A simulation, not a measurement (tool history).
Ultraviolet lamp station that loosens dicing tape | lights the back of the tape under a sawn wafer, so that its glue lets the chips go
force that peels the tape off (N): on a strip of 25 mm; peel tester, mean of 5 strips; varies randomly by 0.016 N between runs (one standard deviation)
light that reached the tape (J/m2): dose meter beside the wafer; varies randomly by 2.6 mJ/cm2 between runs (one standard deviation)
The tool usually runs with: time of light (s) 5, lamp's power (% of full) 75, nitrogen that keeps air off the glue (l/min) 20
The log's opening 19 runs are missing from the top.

run,hour,time of light (s),lamp's power (% of full),nitrogen that keeps air off the glue (l/min),hours of work of the lamp,hours of work since the window was cleaned,force that peels the tape off (N),light that reached the tape (J/m2)
20,401.1,6,75,20,237,24,0.605,3780
21,418.7,6,75,20,248,34,0.603,3800
22,439.3,6,75,20,260,46,0.617,3740
23,460.9,6,84,26,272,59,0.44,4140
24,485.2,6,84,26,286,73,0.465,4130
25,509.2,5,84,21,300,87,0.705,3290
26,524.5,5,84,21,309,96,0.709,3370
27,551.7,3,75,16,325,111,2.005,1770
28,568.1,3,74,21,334,121,1.788,1760
29,583.4,2,80,14,343,130,2.788,1290
30,600.9,2,61,20,353,140,3.152,940
31,628.7,5,61,22,369,156,1.276,2370
32,642.1,5,75,23,377,164,0.878,2840
33,662.6,8,62,18,389,176,0.674,3770
34,676.2,8,62,11,397,184,0.879,3740
35,698.7,5,75,23,410,197,0.918,2790
36,726.3,5,75,23,426,213,0.953,2790
37,738.2,3,89,18,433,220,1.724,1980
38,762.6,6,75,36,447,234,0.571,3250
39,776,6,83,36,455,242,0.468,3590
40,792,5,71,12,464,251,1.46,2560
41,803.6,5,71,12,471,258,1.539,2600
42,828.3,5,71,12,485,272,1.497,2550
43,849.3,3,60,13,497,284,2.833,1260
44,874.8,3,60,13,512,299,2.811,1220

Here are 3 independent what-if runs from the current tool condition. What would each one return?
A,902.3,3,87,12,528,315,?,?
B,902.3,3,76,13,528,315,?,?
C,902.3,2,76,38,528,315,?,?

run,force that peels the tape off (N),light that reached the tape (J/m2)
A,2.219,1760
B,2.505,1540
C,2.539,1080
Take away the tool's hidden state, keep each run's random variation, and the runs would have read:
run,force that peels the tape off (N),light that reached the tape (J/m2)
A,1.677,2310
B,1.94,2020
C,1.981,1400

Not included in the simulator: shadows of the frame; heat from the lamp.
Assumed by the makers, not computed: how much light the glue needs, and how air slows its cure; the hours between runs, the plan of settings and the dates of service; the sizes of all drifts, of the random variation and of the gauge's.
